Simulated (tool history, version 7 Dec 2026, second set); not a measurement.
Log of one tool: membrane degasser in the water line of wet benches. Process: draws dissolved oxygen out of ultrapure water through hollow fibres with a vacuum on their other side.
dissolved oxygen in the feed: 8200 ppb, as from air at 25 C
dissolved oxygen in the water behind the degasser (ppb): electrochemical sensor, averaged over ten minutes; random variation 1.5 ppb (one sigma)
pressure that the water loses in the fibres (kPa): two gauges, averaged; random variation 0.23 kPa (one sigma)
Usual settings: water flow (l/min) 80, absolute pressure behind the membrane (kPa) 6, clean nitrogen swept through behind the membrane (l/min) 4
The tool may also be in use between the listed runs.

| run | day | water flow (l/min) | absolute pressure behind the membrane (kPa) | clean nitrogen swept through behind the membrane (l/min) | dissolved oxygen in the water behind the degasser (ppb) | pressure that the water loses in the fibres (kPa) |
|---|---|---|---|---|---|---|
| 1 | 0 | 80 | 6 | 4 | 161.4 | 61.16 |
| 2 | 6.246 | 80 | 6 | 4 | 164 | 61.27 |
| 3 | 11.942 | 89 | 6 | 4 | 184.8 | 68.29 |
| 4 | 16.892 | 110 | 6 | 4 | 226.6 | 84.5 |
| 5 | 19.871 | 110 | 6 | 4 | 226.4 | 84.39 |
| 6 | 25.596 | 110 | 6 | 4 | 231.1 | 85.07 |
| 7 | 28.9 | 110 | 6 | 3.56 | 252.1 | 84.66 |
| 8 | 35.192 | 80 | 6 | 4 | 166.6 | 61.41 |
| 9 | 37.892 | 75 | 9.67 | 9.18 | 156.4 | 57.85 |
| 10 | 43.6 | 75 | 9.67 | 3.05 | 372.6 | 57.78 |
| 11 | 48.821 | 61 | 8.05 | 8.52 | 102 | 46.85 |
| 12 | 52.575 | 61 | 8.05 | 8.52 | 102.4 | 47.09 |
| 13 | 57.304 | 95 | 7.03 | 1.62 | 475.3 | 73.45 |
| 14 | 61.758 | 80 | 7.38 | 4 | 226.8 | 61.86 |
| 15 | 65.412 | 71 | 12.84 | 4 | 401.9 | 54.79 |

3 ways to go on from here, each from the tool as it stands after run 15. What would each give?
| A | 68.062 | 105 | 7.3 | 3.22 | ? | ? |
| B | 68.062 | 112 | 6 | 4 | ? | ? |
| C | 68.062 | 71 | 12.84 | 3.34 | ? | ? |

| run | dissolved oxygen in the water behind the degasser (ppb) | pressure that the water loses in the fibres (kPa) |
|---|---|---|
| A | 343.5 | 81.21 |
| B | 241.5 | 86.8 |
| C | 475.5 | 55.31 |
Without the tool's hidden state the same runs would have given:
| run | dissolved oxygen in the water behind the degasser (ppb) | pressure that the water loses in the fibres (kPa) |
|---|---|---|
| A | 310.4 | 78.89 |
| B | 210.3 | 84.32 |
| C | 453.6 | 53.73 |
